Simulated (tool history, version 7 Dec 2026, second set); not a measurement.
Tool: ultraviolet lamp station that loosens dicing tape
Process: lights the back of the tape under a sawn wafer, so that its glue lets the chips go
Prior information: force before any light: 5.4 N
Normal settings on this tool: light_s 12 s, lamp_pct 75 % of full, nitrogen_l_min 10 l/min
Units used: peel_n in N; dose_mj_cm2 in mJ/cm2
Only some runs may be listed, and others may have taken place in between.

| run | hour | light_s | lamp_pct | nitrogen_l_min | peel_n | dose_mj_cm2 |
|---|---|---|---|---|---|---|
| 1 | 0 | 12 | 75 | 10 | 0.32 | 223 |
| 2 | 9 | 12 | 75 | 10 | 0.32 | 219 |
| 3 | 18.8 | 12 | 75 | 10 | 0.316 | 221 |
| 4 | 24.7 | 12 | 75 | 10 | 0.341 | 216 |
| 5 | 31.6 | 12 | 75 | 12 | 0.299 | 217 |
| 6 | 40.2 | 12 | 75 | 12 | 0.297 | 212 |
| 7 | 45.6 | 12 | 75 | 12 | 0.303 | 210 |
| 8 | 55.3 | 12 | 75 | 12 | 0.313 | 205 |
| 9 | 60 | 12 | 62 | 13 | 0.411 | 172 |
| 10 | 65 | 12 | 62 | 13 | 0.419 | 170 |

Not shown: 1 entry that the log had between the listed runs. Between which runs, and how does the tool's hidden state differ before and after?
Runs 5 to 6: window cleaned of glue's vapour (hour 32.8)
  lamp's light, % of a new lamp's: 91.5 -> 91.2; light that the window lets through, % of a clean one's: 97 -> 96.2
  difference, measured minus the result without the unlogged condition, peel_n: +0.044 -> +0.048 N; dose_mj_cm2: -28 -> -30 mJ/cm2

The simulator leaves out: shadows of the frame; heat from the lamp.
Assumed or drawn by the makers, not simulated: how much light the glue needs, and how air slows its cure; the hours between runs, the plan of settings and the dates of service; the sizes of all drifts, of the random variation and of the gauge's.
